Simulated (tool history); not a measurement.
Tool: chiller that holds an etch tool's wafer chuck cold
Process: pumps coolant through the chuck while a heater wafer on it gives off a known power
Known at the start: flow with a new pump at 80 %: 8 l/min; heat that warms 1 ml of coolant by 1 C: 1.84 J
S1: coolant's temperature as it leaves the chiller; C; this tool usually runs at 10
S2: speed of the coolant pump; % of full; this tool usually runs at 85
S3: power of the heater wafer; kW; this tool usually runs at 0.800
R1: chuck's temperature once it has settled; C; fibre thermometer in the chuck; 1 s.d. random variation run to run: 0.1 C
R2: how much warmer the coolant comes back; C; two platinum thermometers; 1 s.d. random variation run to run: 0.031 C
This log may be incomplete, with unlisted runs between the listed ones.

run	hour	S1	S2	S3	R1	R2
1	0.0	10	85	0.800	19.3	3.11
2	184.8	10	85	0.800	19.3	3.08
3	299.0	10	74	0.800	20.3	3.56
4	508.7	10	74	0.800	20.4	3.55
5	600.4	10	74	0.800	20.4	3.54
6	764.8	10	74	0.800	20.3	3.54
7	974.4	2	85	0.800	11.3	3.07
8	1171.2	2	85	0.800	11.2	3.04
9	1327.9	2	85	0.800	11.4	3.03
# hour 1407.3: coolant changed, channels flushed
10	1500.6	10	85	0.720	18.3	2.81
11	1640.7	10	85	0.720	18.3	2.78
12	1843.0	11	85	1.195	24.7	4.56
13	1991.8	13	64	1.195	30.3	6.16
14	2078.0	14	87	0.431	18.9	1.63
15	2251.5	17	85	0.655	24.7	2.46
16	2440.7	17	85	0.655	24.6	2.50
17	2602.7	17	85	0.800	26.4	3.00
18	2691.1	3	85	0.800	12.3	3.06
19	2895.7	13	85	0.800	22.2	3.13
20	3046.4	11	93	0.779	19.5	2.73

What if the next run were any one of these 5? Each begins from the tool's condition after run 20:
A	3182.0	10	82	0.800	?	?
B	3182.0	5	93	1.010	?	?
C	3182.0	8	74	0.852	?	?
D	3182.0	2	85	0.826	?	?
E	3182.0	4	89	0.800	?	?

run	R1	R2
A	19.5	3.13
B	15.9	3.52
C	19.1	3.77
D	11.5	3.16
E	12.9	2.90
Stripped of hidden state, with their random variation kept, the same runs would have yielded:
run	R1	R2
A	19.5	3.13
B	15.9	3.52
C	19.0	3.77
D	11.5	3.16
E	12.8	2.89
